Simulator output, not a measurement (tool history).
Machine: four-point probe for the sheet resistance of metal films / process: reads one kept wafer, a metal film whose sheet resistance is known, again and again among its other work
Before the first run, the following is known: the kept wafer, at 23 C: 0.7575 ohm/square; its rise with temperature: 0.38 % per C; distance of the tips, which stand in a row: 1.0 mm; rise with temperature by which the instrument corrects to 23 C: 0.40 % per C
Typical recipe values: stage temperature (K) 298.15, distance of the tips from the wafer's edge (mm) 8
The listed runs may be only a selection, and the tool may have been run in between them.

run	hour	stage temperature (K)	distance of the tips from the wafer's edge (mm)	sheet resistance as the instrument gives it (ohm/square)
1	0	298.15	8	0.763469
2	86.9	298.15	8	0.763334
3	176	298.15	51	0.757614
4	248.2	298.15	51	0.757304
5	358.6	298.15	51	0.757256
6	417.5	298.15	51	0.757438
7	554.7	298.15	51	0.757375
8	642.9	298.15	51	0.757288
9	712.2	298.15	51	0.757277
10	838.7	298.15	51	0.757393
11	966.6	298.15	51	0.757543
12	1058.8	298.15	48	0.757205
13	1183.5	298.15	8	0.763645
14	1296.3	298.15	8	0.763756
15	1359.7	308.15	8	0.762001
16	1496.8	308.15	8	0.761866
17	1588.7	298.15	8	0.763438
18	1682.9	298.15	8	0.763603
19	1789.7	298.15	8	0.763481
20	1867.5	298.15	8	0.763437
21	1983.7	298.15	37	0.757532
22	2096.5	298.15	11	0.76067
23	2188.7	298.15	11	0.760455
24	2293.4	295.15	72	0.757619
25	2370.5	301.15	18	0.758218
26	2464.1	301.15	13	0.759049
27	2583.1	292.15	25	0.758722
28	2675	292.15	25	0.758663
29	2734.9	301.15	4	0.781707
30	2833.5	301.15	4	0.781536
31	2908.4	301.15	4	0.781575
32	3020.4	296.15	45	0.757497
33	3083.8	291.15	18	0.75955
34	3142.3	291.15	18	0.759702
35	3236.8	291.15	18	0.759799
36	3319.1	303.15	21	0.757689
37	3378.8	303.15	21	0.757573
38	3458	296.15	23	0.758018
39	3556.5	296.15	23	0.758274
40	3661.8	303.15	19	0.757653
41	3731.8	303.15	19	0.757556
42	3858.2	297.15	6	0.768533
43	3942.7	297.15	6	0.76856
44	4080.7	297.15	6	0.76858
45	4211.8	297.15	31	0.757835

Between the runs listed above, the log contained 1 entry, not reproduced here. Where in the sequence does each belong, and how does what the log doesn't record of the tool's condition differ from the listed run before to the listed run after?
In the gap between runs 12 and 13: stage's thermometer calibrated (hour 1085.1)
  wafer's true temperature over the reading, C: 0.01 -> 0
